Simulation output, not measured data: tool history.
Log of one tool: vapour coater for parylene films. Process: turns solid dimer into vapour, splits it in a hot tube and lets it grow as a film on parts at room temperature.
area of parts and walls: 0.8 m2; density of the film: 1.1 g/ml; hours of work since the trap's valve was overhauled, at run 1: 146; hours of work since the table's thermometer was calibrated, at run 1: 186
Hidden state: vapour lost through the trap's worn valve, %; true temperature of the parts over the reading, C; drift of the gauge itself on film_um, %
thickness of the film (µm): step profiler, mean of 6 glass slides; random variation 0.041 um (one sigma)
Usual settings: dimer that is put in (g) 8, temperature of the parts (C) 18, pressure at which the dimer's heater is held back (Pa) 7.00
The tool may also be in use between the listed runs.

run,hour,dimer that is put in (g),temperature of the parts (C),pressure at which the dimer's heater is held back (Pa),hours of work since the trap's valve was overhauled,hours of work since the table's thermometer was calibrated,thickness of the film (µm)
1,0.0,8,18,7.00,146,186,4.21
2,30.3,8,18,7.00,166,206,4.17
3,60.7,8,18,7.00,186,226,4.15
4,78.6,8,18,7.00,197,237,4.12
5,92.4,8,10,7.00,206,246,5.28
6,123.5,8,18,2.83,226,267,4.87
7,145.7,8,18,2.83,241,281,4.83
8,172.4,11,18,2.83,258,299,6.53
9,188.4,12,18,2.83,269,309,7.18
10,220.8,8,18,7.00,290,330,4.03
11,251.9,8,18,7.00,310,350,3.96
# hour 264.6: trap's valve overhauled
12,275.0,8,18,7.00,7,363,4.51
13,302.9,8,26,7.00,25,381,3.59
14,329.2,8,26,7.00,42,398,3.57
# hour 333.3: table's thermometer calibrated
15,353.8,8,18,7.00,57,13,4.41
16,375.8,8,18,7.00,72,28,4.37
# hour 393.2: table's thermometer calibrated, once more
17,401.9,8,18,7.00,88,6,4.38
18,420.4,8,18,6.89,100,18,4.29
19,438.6,9,18,7.00,112,30,4.87
20,472.2,9,18,7.00,134,51,4.78
21,486.0,9,18,7.00,143,60,4.77
22,512.5,9,18,7.00,160,78,4.74
23,544.1,9,18,7.00,181,98,4.70
24,577.6,5,25,2.68,202,120,2.57
25,599.0,5,25,2.68,216,134,2.53
26,623.6,5,25,2.68,232,150,2.46
27,652.5,5,25,2.68,251,169,2.46
28,683.4,5,16,10.27,271,189,2.50
29,698.1,5,22,3.13,281,198,2.55
30,724.2,6,18,9.58,298,215,2.80
31,742.3,6,11,11.05,309,227,3.31
# hour 756.3: trap's valve overhauled
32,773.5,6,11,11.05,11,245,3.75
33,793.4,6,11,11.05,24,258,3.72
34,819.7,13,14,7.00,41,275,7.98
35,844.4,7,28,2.09,57,291,3.61
36,869.6,8,11,6.04,74,307,5.42
37,891.5,8,11,6.04,88,322,5.36
38,914.3,8,11,6.04,103,336,5.24
39,940.1,3,12,3.94,120,353,2.08
40,972.1,3,27,3.74,140,374,1.40
41,989.2,3,27,3.74,151,385,1.39
42,1014.6,8,26,3.29,168,402,3.82
43,1032.6,8,26,3.29,180,413,3.83
44,1064.3,8,26,3.29,200,434,3.82
45,1086.6,9,15,3.29,215,448,5.76

4 ways to go on from here, each from the tool as it stands after run 45. What would each give?
A,1111.2,9,15,7.73,231,464,?
B,1111.2,3,18,7.00,231,464,?
C,1111.2,3,29,3.29,231,464,?
D,1111.2,6,24,6.75,231,464,?

run,thickness of the film (µm)
A,4.95
B,1.55
C,1.29
D,2.65
Without the tool's hidden state the same runs would have given:
run,thickness of the film (µm)
A,5.43
B,1.70
C,1.41
D,2.90

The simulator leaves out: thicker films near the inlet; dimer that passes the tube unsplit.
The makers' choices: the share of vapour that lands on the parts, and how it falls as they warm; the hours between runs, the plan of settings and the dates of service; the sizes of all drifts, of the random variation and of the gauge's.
